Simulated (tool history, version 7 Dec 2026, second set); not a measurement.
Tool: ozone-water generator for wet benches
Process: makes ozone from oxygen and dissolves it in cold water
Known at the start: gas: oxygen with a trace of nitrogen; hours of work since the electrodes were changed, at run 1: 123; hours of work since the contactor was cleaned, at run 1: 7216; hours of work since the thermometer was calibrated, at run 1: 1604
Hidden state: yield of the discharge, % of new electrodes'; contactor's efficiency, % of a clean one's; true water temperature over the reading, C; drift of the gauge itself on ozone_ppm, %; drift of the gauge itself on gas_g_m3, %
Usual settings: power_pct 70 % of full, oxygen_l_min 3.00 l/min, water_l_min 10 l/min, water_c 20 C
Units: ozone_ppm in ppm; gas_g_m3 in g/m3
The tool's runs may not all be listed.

run,hour,power_pct,oxygen_l_min,water_l_min,water_c,hours of work since the electrodes were changed,hours of work since the contactor was cleaned,hours of work since the thermometer was calibrated,ozone_ppm,gas_g_m3
1,0.0,70,3.00,10,20,123,7216,1604,13.3,141.4
2,69.5,70,3.00,10,20,183,7276,1665,13.2,142.2
# hour 143.9: contactor cleaned
3,158.2,70,1.98,10,20,257,12,1738,13.0,162.5
4,278.5,70,1.98,6,20,361,117,1842,19.5,160.4
5,339.5,70,3.00,10,20,414,170,1895,14.1,141.7
6,456.6,70,3.00,10,20,516,271,1997,14.0,141.5
7,553.8,70,3.00,10,20,600,355,2081,13.9,141.2
8,654.4,70,3.00,10,24,687,443,2168,13.1,139.6
9,735.6,70,3.00,10,13,757,513,2239,15.5,138.5
10,807.4,70,3.00,10,20,820,575,2301,13.9,141.0
11,898.6,70,3.00,10,20,899,654,2380,13.9,140.0
12,1023.5,70,3.00,10,20,1007,762,2488,14.0,139.5
13,1113.2,70,3.00,10,20,1085,840,2566,13.8,140.6
14,1239.6,70,3.00,10,20,1194,950,2675,14.1,140.1
15,1369.4,70,3.00,10,20,1307,1062,2788,13.6,140.2
16,1491.0,70,3.00,10,20,1412,1168,2893,13.8,139.0
17,1604.6,70,3.00,10,20,1511,1266,2992,13.6,139.2
18,1683.4,43,3.00,13,20,1579,1335,3060,6.8,89.8
19,1781.3,70,2.97,12,20,1664,1419,3145,11.6,138.9
20,1877.4,70,2.97,12,20,1747,1503,3228,11.9,139.8
21,1993.7,70,3.00,10,13,1848,1604,3329,15.1,138.9
22,2103.4,70,3.00,10,13,1943,1699,3424,15.3,139.7
23,2219.3,55,3.35,13,14,2044,1799,3525,9.8,108.0
24,2296.0,52,2.59,10,14,2110,1866,3591,11.0,111.7
25,2401.4,94,2.59,6,15,2201,1957,3682,28.1,190.2
26,2532.0,70,4.81,10,20,2315,2070,3796,14.6,119.7
27,2620.9,46,3.00,10,21,2392,2147,3873,9.1,94.6
28,2681.8,46,2.70,6,21,2444,2200,3926,13.1,96.6

Run 29 comes next. What will it give?
29,2755.8,46,2.70,6,21,2509,2264,3990,?,?

ozone_ppm: 13.0 ppm
gas_g_m3: 96.9 g/m3
Without the tool's hidden state the same run would have given ozone_ppm 13.5 ppm, gas_g_m3 99.0 g/m3.
